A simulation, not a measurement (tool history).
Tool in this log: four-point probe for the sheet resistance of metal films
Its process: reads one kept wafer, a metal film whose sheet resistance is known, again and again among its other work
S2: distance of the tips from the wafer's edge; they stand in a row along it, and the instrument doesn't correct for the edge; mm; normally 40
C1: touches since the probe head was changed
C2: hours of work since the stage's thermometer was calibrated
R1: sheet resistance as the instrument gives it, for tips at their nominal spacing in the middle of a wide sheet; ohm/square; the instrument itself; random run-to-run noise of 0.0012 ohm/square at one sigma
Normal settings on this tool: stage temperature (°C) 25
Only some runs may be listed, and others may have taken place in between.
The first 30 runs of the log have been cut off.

run 31 hour=792.6 | stage_temperature_(°C)=27 S2=53 | C1=45145 C2=657 | R1=5.85609
run 32 hour=822.5 | stage_temperature_(°C)=34 S2=33 | C1=46283 C2=679 | R1=5.825762
run 33 hour=851.6 | stage_temperature_(°C)=20 S2=3 | C1=47390 C2=700 | R1=6.212666
run 34 hour=873.1 | stage_temperature_(°C)=22 S2=74 | C1=48212 C2=716 | R1=5.874871
run 35 hour=897.3 | stage_temperature_(°C)=21 S2=42 | C1=49132 C2=734 | R1=5.879626
run 36 hour=927.1 | stage_temperature_(°C)=32 S2=72 | C1=50266 C2=756 | R1=5.831372
run 37 hour=948.2 | stage_temperature_(°C)=28 S2=48 | C1=51072 C2=772 | R1=5.850402
run 38 hour=970.4 | stage_temperature_(°C)=28 S2=48 | C1=51916 C2=788 | R1=5.849826
run 39 hour=997.7 | stage_temperature_(°C)=24 S2=14 | C1=52956 C2=808 | R1=5.879964
run 40 hour=1014.5 | stage_temperature_(°C)=21 S2=6 | C1=53598 C2=821 | R1=5.966167
run 41 hour=1051.2 | stage_temperature_(°C)=25 S2=14 | C1=54995 C2=848 | R1=5.875349
run 42 hour=1073.1 | stage_temperature_(°C)=31 S2=26 | C1=55828 C2=864 | R1=5.841897
run 43 hour=1096.7 | stage_temperature_(°C)=31 S2=26 | C1=56726 C2=881 | R1=5.84057
run 44 hour=1130.3 | stage_temperature_(°C)=31 S2=26 | C1=58007 C2=906 | R1=5.841889
run 45 hour=1152.3 | stage_temperature_(°C)=33 S2=22 | C1=58846 C2=922 | R1=5.834967
run 46 hour=1172.9 | stage_temperature_(°C)=31 S2=11 | C1=59631 C2=937 | R1=5.863554

Each row is a separate what-if for the run after 46, all from the same tool condition, not one after another. Results?
run A hour=1206 | stage_temperature_(°C)=30 S2=21 | C1=60893 C2=962 | R1=?
run B hour=1206 | stage_temperature_(°C)=23 S2=55 | C1=60893 C2=962 | R1=?
run C hour=1206 | stage_temperature_(°C)=19 S2=13 | C1=60893 C2=962 | R1=?

run=A R1=5.846288
run=B R1=5.872665
run=C R1=5.903104
Stripped of hidden state, with their random variation kept, the same runs would have yielded:
run=A R1=5.845892
run=B R1=5.87227
run=C R1=5.902708

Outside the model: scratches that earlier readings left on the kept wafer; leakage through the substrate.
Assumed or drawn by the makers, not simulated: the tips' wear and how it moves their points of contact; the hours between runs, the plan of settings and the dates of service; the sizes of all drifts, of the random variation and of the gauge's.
